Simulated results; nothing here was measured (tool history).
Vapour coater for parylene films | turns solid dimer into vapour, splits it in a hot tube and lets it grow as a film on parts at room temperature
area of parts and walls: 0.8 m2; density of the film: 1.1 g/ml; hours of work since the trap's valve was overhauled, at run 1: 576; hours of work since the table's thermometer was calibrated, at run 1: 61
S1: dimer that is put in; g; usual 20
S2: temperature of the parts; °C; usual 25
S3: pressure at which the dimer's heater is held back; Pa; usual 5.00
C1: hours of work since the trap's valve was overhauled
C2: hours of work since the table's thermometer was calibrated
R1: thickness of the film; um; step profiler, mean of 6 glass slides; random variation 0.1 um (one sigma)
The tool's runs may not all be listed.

| run | hour | S1 | S2 | S3 | C1 | C2 | R1 |
|---|---|---|---|---|---|---|---|
| 1 | 0.0 | 20 | 25 | 5.00 | 576 | 61 | 11.22 |
| 2 | 13.3 | 20 | 25 | 5.00 | 587 | 72 | 11.12 |
| 3 | 31.5 | 20 | 25 | 5.00 | 602 | 87 | 11.22 |
|  | 49.1 | trap's valve overhauled |
| 4 | 56.7 | 20 | 25 | 5.00 | 6 | 105 | 12.75 |
| 5 | 78.9 | 20 | 25 | 5.00 | 25 | 124 | 12.75 |
| 6 | 99.9 | 20 | 25 | 2.88 | 43 | 141 | 14.58 |
| 7 | 119.6 | 20 | 25 | 2.88 | 59 | 158 | 14.36 |
| 8 | 142.3 | 20 | 25 | 2.88 | 78 | 177 | 14.13 |
| 9 | 166.7 | 20 | 25 | 5.00 | 99 | 198 | 12.70 |
| 10 | 186.0 | 27 | 25 | 5.00 | 115 | 214 | 16.79 |
| 11 | 201.2 | 27 | 20 | 5.00 | 128 | 226 | 19.34 |
| 12 | 214.8 | 12 | 29 | 6.84 | 139 | 238 | 6.31 |
| 13 | 238.8 | 12 | 29 | 6.84 | 159 | 258 | 6.17 |
| 14 | 258.5 | 9 | 26 | 8.16 | 176 | 275 | 4.73 |
| 15 | 279.8 | 20 | 21 | 5.09 | 194 | 292 | 13.47 |
| 16 | 304.7 | 22 | 30 | 5.81 | 215 | 313 | 11.50 |
| 17 | 326.5 | 22 | 30 | 5.81 | 233 | 332 | 11.42 |
| 18 | 349.8 | 21 | 22 | 5.81 | 252 | 351 | 13.27 |
| 19 | 371.7 | 27 | 30 | 5.81 | 271 | 370 | 13.73 |
| 20 | 389.0 | 16 | 22 | 3.39 | 285 | 384 | 11.45 |
| 21 | 401.6 | 29 | 22 | 5.67 | 296 | 395 | 18.02 |

Hidden state at the last listed run before each entry between runs and at the first one after, where it differs:
Between runs 3 and 4: trap's valve overhauled (hour 49.1)
  vapour lost through the trap's worn valve, %: 12.9 -> 0.2; true temperature of the parts over the reading, C: -0.04 -> -0.05
  measured less the result without the state, R1: -1.65 -> -0.01 um
